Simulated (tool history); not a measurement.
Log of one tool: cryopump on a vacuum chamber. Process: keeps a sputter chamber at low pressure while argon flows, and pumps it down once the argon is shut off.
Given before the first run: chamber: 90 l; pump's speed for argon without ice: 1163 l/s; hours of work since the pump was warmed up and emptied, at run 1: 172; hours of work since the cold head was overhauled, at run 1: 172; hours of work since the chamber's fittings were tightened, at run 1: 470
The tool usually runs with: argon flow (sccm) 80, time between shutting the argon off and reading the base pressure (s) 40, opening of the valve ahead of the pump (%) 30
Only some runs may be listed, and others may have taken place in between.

run     day  argon flow (sccm)  time between shutting the argon off and reading the base pressure (s)  opening of the valve ahead of the pump (%)  hours of work since the pump was warmed up and emptied  hours of work since the cold head was overhauled  hours of work since the chamber's fittings were tightened  pressure while argon flows (Pa)  pressure after the wait (uPa)
  1   0.000                 80                                                                     40                                          30                                                     172                                               172                                                        470                           0.3996                           2.67
  2   0.958                 80                                                                     40                                          30                                                     188                                               188                                                        485                           0.4025                           2.65
  3   2.042                 80                                                                     40                                          30                                                     206                                               206                                                        503                           0.4009                           2.74
  4   3.450                 80                                                                     40                                          30                                                     229                                               229                                                        526                           0.4034                           2.72
  5   4.108                 80                                                                     40                                          30                                                     240                                               240                                                        537                           0.4045                           2.76
  6   5.358                 80                                                                     40                                          30                                                     260                                               260                                                        557                           0.4059                           2.78
  7   6.683                 80                                                                     40                                          33                                                     282                                               282                                                        579                           0.3737                           2.78
  8   7.392                 88                                                                     40                                          30                                                     293                                               293                                                        590                           0.4509                           2.77
  9   8.067                 88                                                                     40                                          30                                                     304                                               304                                                        601                           0.4494                           2.78
 10   9.550                 88                                                                     40                                          30                                                     329                                               329                                                        626                           0.4489                           2.77
 11  11.004                 88                                                                     81                                          30                                                     352                                               352                                                        649                           0.4526                           1.65
 12  11.758                 80                                                                     21                                          30                                                     365                                               365                                                        662                           0.4119                           4.84
 13  13.200                 44                                                                     40                                          43                                                     388                                               388                                                        685                           0.1634                           2.84
 14  14.258                 44                                                                     40                                          43                                                     406                                               406                                                        703                           0.1642                           2.78
 15  15.775                 43                                                                    288                                          39                                                     430                                               430                                                        727                           0.1757                           0.86
 16  17.258                 79                                                                     40                                          17                                                     455                                               455                                                        752                           0.7129                           2.85
 17  17.904                 85                                                                     42                                          16                                                     465                                               465                                                        762                           0.8093                           2.72
 18  19.258                 85                                                                     42                                          16                                                     487                                               487                                                        784                           0.8132                           2.73
 19  20.112                 91                                                                    264                                          25                                                     501                                               501                                                        798                           0.5748                           0.94

Hidden state or all else? Some run-to-run changes of pressure while argon flows (Pa), split into what the settings, what came in and random variation would give without the hidden state, and what is left for the hidden state (with any gauge scatter that isn't in both results):
Unlogged tool condition in this case: pump's speed, % of a pump's without ice; cold plate's temperature, K; leak into the chamber, uPa l/s; drift of the gauge itself on working_pa, %; drift of the gauge itself on base_upa, %.
Run 15 -> 16: argon flow (sccm) 43 -> 79, time between shutting the argon off and reading the base pressure (s) 288 -> 40, opening of the valve ahead of the pump (%) 39 -> 17. pressure while argon flows (Pa) +0.5372: hidden state +0.0165, all else +0.5207.
